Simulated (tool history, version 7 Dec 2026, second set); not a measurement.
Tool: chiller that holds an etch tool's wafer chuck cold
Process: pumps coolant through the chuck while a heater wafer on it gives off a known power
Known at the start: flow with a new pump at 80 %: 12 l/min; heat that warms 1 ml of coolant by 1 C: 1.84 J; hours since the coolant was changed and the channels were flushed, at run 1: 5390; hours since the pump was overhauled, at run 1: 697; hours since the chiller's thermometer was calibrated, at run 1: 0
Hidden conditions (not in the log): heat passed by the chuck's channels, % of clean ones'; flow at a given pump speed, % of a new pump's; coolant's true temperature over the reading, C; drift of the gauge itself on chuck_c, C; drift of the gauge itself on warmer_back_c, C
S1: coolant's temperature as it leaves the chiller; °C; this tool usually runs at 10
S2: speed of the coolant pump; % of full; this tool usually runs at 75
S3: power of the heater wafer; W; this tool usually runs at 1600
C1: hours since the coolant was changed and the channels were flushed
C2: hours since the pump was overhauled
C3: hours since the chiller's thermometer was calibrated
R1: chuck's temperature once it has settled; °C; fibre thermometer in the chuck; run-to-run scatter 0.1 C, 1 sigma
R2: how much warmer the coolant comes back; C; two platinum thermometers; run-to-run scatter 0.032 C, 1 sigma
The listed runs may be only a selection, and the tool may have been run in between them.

{"run": 1, "day": 0.0, "S1": 10, "S2": 75, "S3": 1600, "C1": 5390, "C2": 697, "C3": 0, "R1": 24.3, "R2": 4.64}
{"run": 2, "day": 1.058, "S1": 10, "S2": 75, "S3": 1600, "C1": 5415, "C2": 723, "C3": 25, "R1": 24.4, "R2": 4.67}
{"run": 3, "day": 1.883, "S1": 10, "S2": 75, "S3": 1600, "C1": 5435, "C2": 742, "C3": 45, "R1": 24.2, "R2": 4.63}
{"run": 4, "day": 2.733, "S1": 10, "S2": 75, "S3": 1600, "C1": 5455, "C2": 763, "C3": 66, "R1": 24.3, "R2": 4.68}
{"run": 5, "day": 3.579, "S1": 10, "S2": 75, "S3": 1600, "C1": 5476, "C2": 783, "C3": 86, "R1": 24.3, "R2": 4.63}
{"run": 6, "day": 4.504, "S1": 5, "S2": 91, "S3": 1055, "C1": 5498, "C2": 805, "C3": 108, "R1": 13, "R2": 2.45}
{"run": 7, "day": 5.154, "S1": 5, "S2": 91, "S3": 1055, "C1": 5513, "C2": 821, "C3": 124, "R1": 13.3, "R2": 2.49}
{"run": 8, "day": 5.904, "S1": 16, "S2": 67, "S3": 1080, "C1": 5532, "C2": 839, "C3": 142, "R1": 26.4, "R2": 3.58}
{"run": 9, "day": 6.508, "S1": 16, "S2": 67, "S3": 1080, "C1": 5546, "C2": 853, "C3": 156, "R1": 26.5, "R2": 3.52}
{"run": 10, "day": 7.2, "S1": 10, "S2": 92, "S3": 1600, "C1": 5563, "C2": 870, "C3": 173, "R1": 22.8, "R2": 3.73}

What if the next run were any one of these 4? Each begins from the tool's condition after run 10:
{"run": "A", "day": 7.946, "S1": 9, "S2": 74, "S3": 1600, "C1": 5580, "C2": 888, "C3": 191, "R1": "?", "R2": "?"}
{"run": "B", "day": 7.946, "S1": 10, "S2": 62, "S3": 1849, "C1": 5580, "C2": 888, "C3": 191, "R1": "?", "R2": "?"}
{"run": "C", "day": 7.946, "S1": 18, "S2": 86, "S3": 1600, "C1": 5580, "C2": 888, "C3": 191, "R1": "?", "R2": "?"}
{"run": "D", "day": 7.946, "S1": 5, "S2": 70, "S3": 2272, "C1": 5580, "C2": 888, "C3": 191, "R1": "?", "R2": "?"}

run=A R1=23.4 R2=4.74
run=B R1=28.6 R2=6.67
run=C R1=31.1 R2=3.94
run=D R1=26.2 R2=7.11
The same runs, with their run-to-run variation unchanged, on a tool lacking any hidden condition would have given:
run=A R1=22.2 R2=4.77
run=B R1=27 R2=6.72
run=C R1=29.9 R2=3.97
run=D R1=24.3 R2=7.16

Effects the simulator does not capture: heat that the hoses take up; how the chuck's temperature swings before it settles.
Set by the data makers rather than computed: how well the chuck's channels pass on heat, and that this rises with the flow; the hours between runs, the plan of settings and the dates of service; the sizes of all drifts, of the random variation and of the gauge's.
